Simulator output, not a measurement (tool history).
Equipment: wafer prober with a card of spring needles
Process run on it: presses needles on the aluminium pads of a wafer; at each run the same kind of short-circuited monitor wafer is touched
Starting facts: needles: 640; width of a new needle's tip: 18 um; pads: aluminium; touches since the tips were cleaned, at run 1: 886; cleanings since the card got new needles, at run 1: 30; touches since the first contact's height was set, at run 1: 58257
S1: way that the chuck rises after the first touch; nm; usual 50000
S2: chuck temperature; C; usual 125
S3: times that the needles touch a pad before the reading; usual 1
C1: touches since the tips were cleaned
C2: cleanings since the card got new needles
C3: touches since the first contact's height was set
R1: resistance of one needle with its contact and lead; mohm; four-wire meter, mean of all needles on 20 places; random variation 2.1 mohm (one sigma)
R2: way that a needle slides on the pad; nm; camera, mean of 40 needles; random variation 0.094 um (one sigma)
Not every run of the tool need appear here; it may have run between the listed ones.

run,hour,S1,S2,S3,C1,C2,C3,R1,R2
1,0.0,50000,125,1,886,30,58257,257,12480
# hour 5.5: tips cleaned on abrasive film
# hour 15.1: tips cleaned on abrasive film
2,22.8,50000,125,1,1342,32,62186,264,12480
# hour 25.8: tips cleaned on abrasive film
3,32.2,50000,125,1,1115,33,63804,267,12370
# hour 35.4: tips cleaned on abrasive film
# hour 45.1: tips cleaned on abrasive film
# hour 54.8: tips cleaned on abrasive film
4,54.8,50000,125,1,4,36,67693,241,12370
# hour 64.7: tips cleaned on abrasive film
# hour 74.3: tips cleaned on abrasive film
5,74.3,34000,125,1,0,38,71052,269,8040
# hour 85.8: tips cleaned on abrasive film
6,87.0,36000,125,1,207,39,73244,277,8510
# hour 95.3: tips cleaned on abrasive film
7,104.0,50000,41,1,1498,40,76178,252,12290
# hour 105.7: tips cleaned on abrasive film
# hour 115.5: tips cleaned on abrasive film
8,121.7,36000,38,2,1088,42,79240,261,8400
# hour 125.9: tips cleaned on abrasive film
9,132.0,36000,38,2,1062,43,81014,258,8430
# hour 134.2: height of the first contact set anew
# hour 136.1: tips cleaned on abrasive film
# hour 146.9: tips cleaned on abrasive film
10,150.8,36000,38,2,674,45,2843,262,7910
# hour 156.8: tips cleaned on abrasive film
# hour 167.3: tips cleaned on abrasive film
11,171.1,36000,38,2,654,47,6343,260,7880
# hour 178.6: tips cleaned on abrasive film
12,185.1,45000,25,2,1130,48,8767,243,10240
# hour 188.3: tips cleaned on abrasive film
13,196.5,50000,101,2,1441,49,10739,263,11470
# hour 199.4: tips cleaned on abrasive film
# hour 209.5: tips cleaned on abrasive film
14,209.5,33000,125,1,0,51,12963,277,6950

Table of differences, measured result less the result of that run with no hidden state. Run-to-run variation is the same in both. Gauge scatter possibly is not:
Hidden state present: debris on the tips, nm; way that the needles fall short of the set height, um; tips' diameter, um; drift of the gauge itself on contact_mohm, %; drift of the gauge itself on scrub_um, %.
run,R1,R2
1,+22,-920
2,+30,-980
3,+28,-1010
4,+7,-1090
5,+17,-1140
6,+26,-1180
7,+39,-1220
8,+40,-1270
9,+39,-1300
10,+40,-1760
11,+38,-1820
12,+31,-1860
13,+29,-1890
14,+24,-1950
